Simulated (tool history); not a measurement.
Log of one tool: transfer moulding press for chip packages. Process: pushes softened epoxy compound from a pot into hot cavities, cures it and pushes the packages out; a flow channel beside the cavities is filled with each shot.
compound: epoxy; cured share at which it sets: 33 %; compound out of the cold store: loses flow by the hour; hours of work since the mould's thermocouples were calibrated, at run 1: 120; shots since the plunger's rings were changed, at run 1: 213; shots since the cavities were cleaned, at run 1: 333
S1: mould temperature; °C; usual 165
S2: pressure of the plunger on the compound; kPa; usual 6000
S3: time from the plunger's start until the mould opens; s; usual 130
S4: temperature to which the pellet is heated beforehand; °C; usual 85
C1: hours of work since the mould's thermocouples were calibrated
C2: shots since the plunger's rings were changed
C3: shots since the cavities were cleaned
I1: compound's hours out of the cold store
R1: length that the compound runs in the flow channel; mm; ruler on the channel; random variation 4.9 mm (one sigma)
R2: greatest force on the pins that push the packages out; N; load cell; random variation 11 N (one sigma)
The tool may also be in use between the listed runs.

{"run": 1, "hour": 0.0, "S1": 165, "S2": 6000, "S3": 130, "S4": 85, "C1": 120, "C2": 213, "C3": 333, "I1": 18.8, "R1": 752, "R2": 681}
{"run": 2, "hour": 10.4, "S1": 160, "S2": 6000, "S3": 130, "S4": 85, "C1": 128, "C2": 327, "C3": 447, "I1": 42.3, "R1": 716, "R2": 988}
{"hour": 15.6, "done": "cavities cleaned with cleaning compound and waxed"}
{"run": 3, "hour": 22.8, "S1": 165, "S2": 6000, "S3": 149, "S4": 85, "C1": 136, "C2": 447, "C3": 80, "I1": 11.9, "R1": 773, "R2": 482}
{"run": 4, "hour": 37.9, "S1": 162, "S2": 6000, "S3": 130, "S4": 85, "C1": 148, "C2": 613, "C3": 246, "I1": 46.9, "R1": 703, "R2": 807}
{"run": 5, "hour": 52.4, "S1": 162, "S2": 5960, "S3": 130, "S4": 85, "C1": 159, "C2": 772, "C3": 405, "I1": 43.2, "R1": 702, "R2": 841}
{"hour": 61.4, "done": "cavities cleaned with cleaning compound and waxed"}
{"run": 6, "hour": 66.7, "S1": 163, "S2": 6000, "S3": 130, "S4": 85, "C1": 170, "C2": 913, "C3": 59, "I1": 34.2, "R1": 718, "R2": 614}
{"run": 7, "hour": 79.6, "S1": 163, "S2": 6000, "S3": 130, "S4": 85, "C1": 180, "C2": 1054, "C3": 200, "I1": 9.5, "R1": 775, "R2": 753}
{"run": 8, "hour": 88.5, "S1": 163, "S2": 6000, "S3": 130, "S4": 85, "C1": 187, "C2": 1152, "C3": 298, "I1": 43.9, "R1": 699, "R2": 732}
{"run": 9, "hour": 103.1, "S1": 163, "S2": 6000, "S3": 130, "S4": 86, "C1": 198, "C2": 1312, "C3": 458, "I1": 16.7, "R1": 740, "R2": 849}
{"hour": 107.3, "done": "cavities cleaned with cleaning compound and waxed"}
{"run": 10, "hour": 121.3, "S1": 165, "S2": 6460, "S3": 130, "S4": 85, "C1": 211, "C2": 1495, "C3": 153, "I1": 41.1, "R1": 717, "R2": 616}
{"run": 11, "hour": 129.0, "S1": 165, "S2": 6460, "S3": 130, "S4": 85, "C1": 217, "C2": 1580, "C3": 238, "I1": 21.3, "R1": 759, "R2": 673}
{"run": 12, "hour": 142.0, "S1": 165, "S2": 6460, "S3": 130, "S4": 85, "C1": 227, "C2": 1723, "C3": 381, "I1": 37.1, "R1": 728, "R2": 732}
{"hour": 152.7, "done": "cavities cleaned with cleaning compound and waxed"}
{"run": 13, "hour": 152.7, "S1": 165, "S2": 6000, "S3": 144, "S4": 85, "C1": 234, "C2": 1824, "C3": 0, "I1": 46.3, "R1": 683, "R2": 479}
{"run": 14, "hour": 162.8, "S1": 165, "S2": 6000, "S3": 130, "S4": 85, "C1": 242, "C2": 1934, "C3": 110, "I1": 19.7, "R1": 732, "R2": 615}
{"run": 15, "hour": 175.0, "S1": 161, "S2": 6000, "S3": 119, "S4": 80, "C1": 252, "C2": 2068, "C3": 244, "I1": 31.3, "R1": 722, "R2": 1104}
{"run": 16, "hour": 184.4, "S1": 172, "S2": 6000, "S3": 132, "S4": 80, "C1": 259, "C2": 2171, "C3": 347, "I1": 24.4, "R1": 696, "R2": 550}
{"run": 17, "hour": 193.3, "S1": 170, "S2": 7050, "S3": 141, "S4": 76, "C1": 266, "C2": 2269, "C3": 445, "I1": 20.4, "R1": 769, "R2": 578}
{"hour": 198.9, "done": "cavities cleaned with cleaning compound and waxed"}
{"run": 18, "hour": 202.8, "S1": 158, "S2": 5090, "S3": 141, "S4": 93, "C1": 272, "C2": 2356, "C3": 42, "I1": 32.6, "R1": 665, "R2": 770}
{"run": 19, "hour": 215.6, "S1": 158, "S2": 5090, "S3": 141, "S4": 93, "C1": 282, "C2": 2498, "C3": 184, "I1": 31, "R1": 673, "R2": 865}
{"run": 20, "hour": 230.4, "S1": 158, "S2": 5440, "S3": 141, "S4": 84, "C1": 294, "C2": 2660, "C3": 346, "I1": 12.4, "R1": 737, "R2": 1070}
{"hour": 244.9, "done": "cavities cleaned with cleaning compound and waxed"}
{"hour": 248.0, "done": "mould's thermocouples calibrated"}
{"hour": 252.2, "done": "plunger's sealing rings changed"}
{"run": 21, "hour": 252.2, "S1": 159, "S2": 6760, "S3": 138, "S4": 84, "C1": 1, "C2": 0, "C3": 31, "I1": 43.9, "R1": 767, "R2": 688}
{"run": 22, "hour": 267.9, "S1": 167, "S2": 5000, "S3": 135, "S4": 76, "C1": 14, "C2": 173, "C3": 204, "I1": 19.1, "R1": 674, "R2": 540}
{"run": 23, "hour": 283.8, "S1": 165, "S2": 5940, "S3": 169, "S4": 78, "C1": 26, "C2": 347, "C3": 378, "I1": 19, "R1": 756, "R2": 584}
{"hour": 295.9, "done": "cavities cleaned with cleaning compound and waxed"}
{"run": 24, "hour": 298.9, "S1": 165, "S2": 5940, "S3": 169, "S4": 86, "C1": 37, "C2": 496, "C3": 33, "I1": 28.3, "R1": 730, "R2": 454}
{"run": 25, "hour": 315.3, "S1": 165, "S2": 5940, "S3": 169, "S4": 86, "C1": 49, "C2": 676, "C3": 213, "I1": 21, "R1": 756, "R2": 514}
{"run": 26, "hour": 330.1, "S1": 165, "S2": 5940, "S3": 169, "S4": 86, "C1": 61, "C2": 838, "C3": 375, "I1": 45.1, "R1": 679, "R2": 550}
{"hour": 342.1, "done": "cavities cleaned with cleaning compound and waxed"}
{"run": 27, "hour": 348.6, "S1": 165, "S2": 5940, "S3": 169, "S4": 86, "C1": 74, "C2": 1026, "C3": 72, "I1": 24.1, "R1": 728, "R2": 463}
{"run": 28, "hour": 359.3, "S1": 165, "S2": 7110, "S3": 130, "S4": 85, "C1": 83, "C2": 1143, "C3": 189, "I1": 13.6, "R1": 829, "R2": 634}

3 ways to go on from here, each from the tool as it stands after run 28. What would each give?
{"run": "A", "hour": 370.7, "S1": 165, "S2": 5120, "S3": 130, "S4": 83, "C1": 92, "C2": 1268, "C3": 314, "I1": 31.1, "R1": "?", "R2": "?"}
{"run": "B", "hour": 370.7, "S1": 165, "S2": 6740, "S3": 168, "S4": 88, "C1": 92, "C2": 1268, "C3": 314, "I1": 40.8, "R1": "?", "R2": "?"}
{"run": "C", "hour": 370.7, "S1": 163, "S2": 7110, "S3": 130, "S4": 85, "C1": 92, "C2": 1268, "C3": 314, "I1": 22.2, "R1": "?", "R2": "?"}

run=A R1=665 R2=673
run=B R1=736 R2=550
run=C R1=813 R2=768
Without the tool's hidden state the same runs would have given:
run=A R1=677 R2=517
run=B R1=749 R2=425
run=C R1=828 R2=590

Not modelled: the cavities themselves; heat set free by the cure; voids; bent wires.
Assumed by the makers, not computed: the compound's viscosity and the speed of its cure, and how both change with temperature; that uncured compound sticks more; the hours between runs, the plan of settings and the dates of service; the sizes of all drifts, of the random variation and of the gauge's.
